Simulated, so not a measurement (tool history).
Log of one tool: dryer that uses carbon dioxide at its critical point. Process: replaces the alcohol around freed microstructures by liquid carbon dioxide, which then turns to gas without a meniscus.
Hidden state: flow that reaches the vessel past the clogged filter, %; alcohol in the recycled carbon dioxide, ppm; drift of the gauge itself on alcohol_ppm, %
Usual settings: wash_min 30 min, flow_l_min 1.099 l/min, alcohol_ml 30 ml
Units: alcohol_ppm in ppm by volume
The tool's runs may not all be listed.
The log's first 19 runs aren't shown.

run	hour	wash_min	flow_l_min	alcohol_ml	hours of work since the filter was changed	hours of work since the purifier's bed was changed	alcohol_ppm
20	129.1	30	1.099	30	412	252	36
21	135.1	30	1.099	30	415	255	55
22	144	30	1.099	30	420	260	44
23	149.7	30	1.099	30	424	263	42
24	153.6	30	1.099	30	426	266	62
25	159.6	30	1.63	30	429	269	36
26	164.4	23	0.84	57	432	272	372
27	172.9	23	0.84	57	437	277	390
28	181.5	23	0.84	57	442	282	379
29	187.8	37	1.27	30	446	285	42
30	193.7	23	1.09	29	449	289	102
31	201.8	23	1.09	29	454	293	105
32	209.9	38	1.13	118	458	298	54

The next listed run, before its measurement:
33	214.6	26	1.7	114	461	301	?

Run 33 gave alcohol_ppm 49 ppm by volume.
Without the tool's hidden state the same run would have given alcohol_ppm 9 ppm by volume.
